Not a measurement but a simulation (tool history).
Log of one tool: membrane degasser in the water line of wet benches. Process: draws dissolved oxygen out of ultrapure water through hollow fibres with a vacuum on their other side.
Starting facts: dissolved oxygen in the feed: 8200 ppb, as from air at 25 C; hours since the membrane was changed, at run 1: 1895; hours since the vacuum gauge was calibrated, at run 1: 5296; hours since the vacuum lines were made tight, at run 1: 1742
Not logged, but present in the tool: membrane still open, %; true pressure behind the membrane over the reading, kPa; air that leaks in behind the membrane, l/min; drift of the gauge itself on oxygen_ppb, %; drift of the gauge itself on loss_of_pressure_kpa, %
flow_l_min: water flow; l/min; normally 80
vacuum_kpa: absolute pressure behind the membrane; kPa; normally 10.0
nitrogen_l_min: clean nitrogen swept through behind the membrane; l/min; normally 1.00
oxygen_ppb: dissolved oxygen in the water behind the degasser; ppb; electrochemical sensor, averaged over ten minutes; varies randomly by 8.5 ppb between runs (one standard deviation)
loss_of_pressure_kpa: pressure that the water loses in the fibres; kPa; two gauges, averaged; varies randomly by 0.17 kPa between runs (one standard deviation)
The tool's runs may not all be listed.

run	hour	flow_l_min	vacuum_kpa	nitrogen_l_min	hours since the membrane was changed	hours since the vacuum gauge was calibrated	hours since the vacuum lines were made tight	oxygen_ppb	loss_of_pressure_kpa
1	0.0	80	10.0	1.00	1895	5296	1742	930.8	27.77
2	39.7	80	10.0	1.00	1935	5335	1782	930.6	27.66
3	74.1	80	10.0	1.00	1969	5370	1816	929.6	27.88
4	112.0	80	10.0	1.00	2007	5408	1854	916.4	27.60
5	152.0	80	10.0	0.49	2047	5448	1894	1367.7	28.08
6	192.8	80	10.0	0.49	2088	5488	1935	1408.4	27.96
7	247.5	80	10.0	1.01	2142	5543	1990	925.8	27.89
8	282.6	80	10.0	1.01	2177	5578	2025	921.2	28.01
9	359.4	80	10.0	1.00	2254	5655	2101	936.7	27.52
# hour 367.1: vacuum gauge calibrated
10	400.0	80	10.0	1.00	2294	33	2142	948.8	27.97
11	432.5	80	10.0	1.00	2327	65	2174	953.0	27.46
12	505.5	80	10.0	1.00	2400	138	2247	972.3	28.24
13	579.8	80	10.0	1.00	2474	213	2321	946.8	28.20
14	611.8	80	10.0	1.00	2506	245	2353	940.0	27.96
# hour 643.0: vacuum gauge calibrated, once more
15	670.3	80	10.0	1.00	2564	27	2411	859.1	27.98
16	739.0	80	10.0	1.00	2633	96	2480	853.6	28.30
17	798.4	80	10.8	2.80	2692	155	2539	461.4	28.01
18	859.3	80	10.8	2.80	2753	216	2600	450.4	28.03
19	936.7	84	7.8	2.80	2831	294	2678	295.7	29.74
20	999.7	84	11.1	2.80	2894	357	2741	487.2	29.54
21	1042.7	80	10.0	0.56	2937	400	2784	1188.3	28.40
22	1109.3	80	10.0	0.56	3003	466	2850	1194.3	28.54

What will run 23 give?
23	1152.9	81	10.0	0.67	3047	510	2894	?	?

oxygen_ppb: 1094.7 ppb
loss_of_pressure_kpa: 28.52 kPa
With no hidden state in the tool, this same run would have given oxygen_ppb 1085.2 ppb, loss_of_pressure_kpa 27.48 kPa.
